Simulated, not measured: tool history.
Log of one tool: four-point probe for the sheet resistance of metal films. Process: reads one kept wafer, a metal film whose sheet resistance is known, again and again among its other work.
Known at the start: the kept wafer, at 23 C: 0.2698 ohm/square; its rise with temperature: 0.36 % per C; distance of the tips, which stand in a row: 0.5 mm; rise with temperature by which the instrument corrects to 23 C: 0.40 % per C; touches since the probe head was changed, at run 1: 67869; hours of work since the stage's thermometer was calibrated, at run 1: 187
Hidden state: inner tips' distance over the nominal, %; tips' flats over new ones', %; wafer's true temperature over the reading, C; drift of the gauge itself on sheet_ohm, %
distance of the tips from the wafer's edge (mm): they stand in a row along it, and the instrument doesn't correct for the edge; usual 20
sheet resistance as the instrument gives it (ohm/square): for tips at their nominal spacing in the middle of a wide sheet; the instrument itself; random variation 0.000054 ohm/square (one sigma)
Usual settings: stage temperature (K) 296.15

run    hour  stage temperature (K)  distance of the tips from the wafer's edge (mm)  touches since the probe head was changed  hours of work since the stage's thermometer was calibrated  sheet resistance as the instrument gives it (ohm/square)
  1       0                 296.15                                               20                                     67869                                                         187                                                  0.269823
  2    31.3                 296.15                                               20                                     68902                                                         199                                                  0.269893
  3    58.2                 296.15                                               20                                     69789                                                         210                                                  0.269847
  4      74                 296.15                                               20                                     70309                                                         217                                                  0.269785
       81.9  -- new probe head fitted
  5   106.8                 296.15                                               20                                       823                                                         229                                                  0.269878
  6   125.4                 296.15                                               20                                      1435                                                         237                                                  0.269911
  7   144.4                 296.15                                               20                                      2062                                                         244                                                  0.269864
  8   163.5                 297.15                                               20                                      2692                                                         252                                                  0.269891
  9   182.1                 297.15                                               20                                      3305                                                         260                                                  0.269806
 10   199.1                 308.15                                               20                                      3869                                                         266                                                  0.268846
 11   225.1                 308.15                                               20                                      4724                                                         277                                                  0.268783
 12   246.1                 296.15                                               20                                      5418                                                         285                                                  0.269855
 13   271.5                 296.15                                               20                                      6255                                                         295                                                   0.26996
 14   298.8                 298.15                                               20                                      7157                                                         306                                                  0.269614
 15   317.2                 298.15                                               20                                      7764                                                         314                                                  0.269791
 16   344.3                 296.15                                                7                                      8659                                                         325                                                  0.270616
 17   363.4                 296.15                                               63                                      9289                                                         332                                                  0.269797
 18   393.7                 296.15                                               63                                     10289                                                         344                                                  0.269827
 19   409.4                 296.15                                               20                                     10807                                                         351                                                  0.269883
 20   434.7                 296.15                                               20                                     11642                                                         361                                                  0.269959
 21   465.2                 296.15                                               20                                     12646                                                         373                                                  0.269942
 22   480.2                 296.15                                               20                                     13142                                                         379                                                  0.269873
 23   505.3                 294.15                                               20                                     13970                                                         389                                                   0.27003
 24   533.1                 294.15                                               20                                     14886                                                         400                                                  0.270095
 25   565.7                 294.15                                               20                                     15962                                                         413                                                  0.270037
 26   597.9                 294.15                                               20                                     17026                                                         426                                                  0.270056
 27   630.3                 302.15                                               15                                     18096                                                         439                                                  0.269323
 28   650.6                 291.15                                                5                                     18764                                                         448                                                  0.271697
 29   670.5                 300.15                                                6                                     19421                                                         456                                                  0.270429
 30   696.1                 302.15                                               11                                     20266                                                         466                                                  0.269474
 31   715.9                 302.15                                               10                                     20919                                                         474                                                  0.269595
 32   729.9                 302.15                                               10                                     21379                                                         479                                                  0.269648
 33   757.6                 302.15                                               10                                     22293                                                         490                                                  0.269647
 34   774.8                 298.15                                               22                                     22862                                                         497                                                  0.269697
 35   796.8                 301.15                                               29                                     23589                                                         506                                                  0.269406
 36   818.8                 293.15                                               17                                     24313                                                         515                                                  0.270214
 37   835.4                 292.15                                               20                                     24863                                                         522                                                  0.270244
 38   855.6                 304.15                                                6                                     25528                                                         530                                                  0.270081
 39     870                 304.15                                                6                                     26004                                                         536                                                   0.27011
 40   903.1                 296.15                                                3                                     27096                                                         549                                                  0.273687
 41     918                 292.15                                                3                                     27586                                                         555                                                  0.274156
 42   951.4                 295.15                                               72                                     28688                                                         568                                                  0.269828
 43   975.3                 295.15                                               72                                     29477                                                         578                                                  0.269954
 44   991.8                 293.15                                               24                                     30021                                                         584                                                  0.270086
 45  1022.5                 293.15                                                3                                     31035                                                         597                                                  0.274091
 46  1044.2                 300.15                                                6                                     31751                                                         606                                                  0.270494

Forecast each of these 3 alternatives for the next run:
  A  1059.4                 301.15                                                5                                     32254                                                         612                                                         ?
  B  1059.4                 307.15                                                6                                     32254                                                         612                                                         ?
  C  1059.4                 302.15                                               20                                     32254                                                         612                                                         ?

run  sheet resistance as the instrument gives it (ohm/square)
  A                                                  0.270789
  B                                                  0.269848
  C                                                  0.269278
Without the tool's hidden state the same runs would have given:
run  sheet resistance as the instrument gives it (ohm/square)
  A                                                  0.270792
  B                                                  0.269851
  C                                                  0.269282
